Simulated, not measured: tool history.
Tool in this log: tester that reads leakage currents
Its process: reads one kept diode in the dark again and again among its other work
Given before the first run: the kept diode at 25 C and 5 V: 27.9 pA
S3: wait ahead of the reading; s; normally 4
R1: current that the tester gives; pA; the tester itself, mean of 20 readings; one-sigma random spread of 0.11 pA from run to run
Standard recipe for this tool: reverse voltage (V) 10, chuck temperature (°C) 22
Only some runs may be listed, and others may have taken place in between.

run 1 day=0 | reverse_voltage_(V)=10 chuck_temperature_(°C)=22 S3=4 | R1=31.7
run 2 day=7.512 | reverse_voltage_(V)=10 chuck_temperature_(°C)=49 S3=4 | R1=353.02
run 3 day=15.288 | reverse_voltage_(V)=10 chuck_temperature_(°C)=49 S3=4 | R1=351.14
run 4 day=20.633 | reverse_voltage_(V)=10 chuck_temperature_(°C)=49 S3=4 | R1=353.56
run 5 day=24.175 | reverse_voltage_(V)=10 chuck_temperature_(°C)=22 S3=0.73 | R1=35.17
run 6 day=28.846 | reverse_voltage_(V)=10 chuck_temperature_(°C)=22 S3=4 | R1=31.67
run 7 day=33.167 | reverse_voltage_(V)=10 chuck_temperature_(°C)=22 S3=4 | R1=31.6
run 8 day=37.375 | reverse_voltage_(V)=10 chuck_temperature_(°C)=22 S3=4 | R1=31.57
run 9 day=41.929 | reverse_voltage_(V)=10 chuck_temperature_(°C)=22 S3=0.45 | R1=37.71
run 10 day=47.2 | reverse_voltage_(V)=10 chuck_temperature_(°C)=22 S3=0.45 | R1=37.45
run 11 day=54.404 | reverse_voltage_(V)=10 chuck_temperature_(°C)=22 S3=0.45 | R1=37.52
run 12 day=61.438 | reverse_voltage_(V)=10 chuck_temperature_(°C)=22 S3=4 | R1=31.76
run 13 day=68.321 | reverse_voltage_(V)=10 chuck_temperature_(°C)=22 S3=4 | R1=31.69
run 14 day=73.733 | reverse_voltage_(V)=10 chuck_temperature_(°C)=22 S3=4 | R1=31.71
run 15 day=81.021 | reverse_voltage_(V)=8.7 chuck_temperature_(°C)=53 S3=0.59 | R1=454.61
run 16 day=85.512 | reverse_voltage_(V)=8.7 chuck_temperature_(°C)=53 S3=0.59 | R1=457.35
run 17 day=92.846 | reverse_voltage_(V)=4.1 chuck_temperature_(°C)=29 S3=0.42 | R1=39.47
-- day=94.317 chuck's temperature calibrated
run 18 day=99.438 | reverse_voltage_(V)=2.4 chuck_temperature_(°C)=30 S3=1.71 | R1=30.07
run 19 day=105.558 | reverse_voltage_(V)=4.2 chuck_temperature_(°C)=26 S3=4 | R1=28.38
run 20 day=112.888 | reverse_voltage_(V)=4.2 chuck_temperature_(°C)=26 S3=4 | R1=28.11
run 21 day=116.554 | reverse_voltage_(V)=3.1 chuck_temperature_(°C)=55 S3=4 | R1=298.15
run 22 day=123.796 | reverse_voltage_(V)=1.1 chuck_temperature_(°C)=55 S3=4 | R1=166.83
run 23 day=129.612 | reverse_voltage_(V)=5.9 chuck_temperature_(°C)=38 S3=6.97 | R1=102.58
run 24 day=136.575 | reverse_voltage_(V)=5.9 chuck_temperature_(°C)=38 S3=6.97 | R1=101.78
run 25 day=140.217 | reverse_voltage_(V)=1.5 chuck_temperature_(°C)=35 S3=0.63 | R1=36.91

Run 26 has not been measured yet. What should we expect?
run 26 day=147.175 | reverse_voltage_(V)=2.6 chuck_temperature_(°C)=29 S3=0.44 | R1=?

R1: 30.09 pA
Take away the tool's hidden state, keep the run-to-run variation as it was, and the same run would have given R1 30.1 pA.

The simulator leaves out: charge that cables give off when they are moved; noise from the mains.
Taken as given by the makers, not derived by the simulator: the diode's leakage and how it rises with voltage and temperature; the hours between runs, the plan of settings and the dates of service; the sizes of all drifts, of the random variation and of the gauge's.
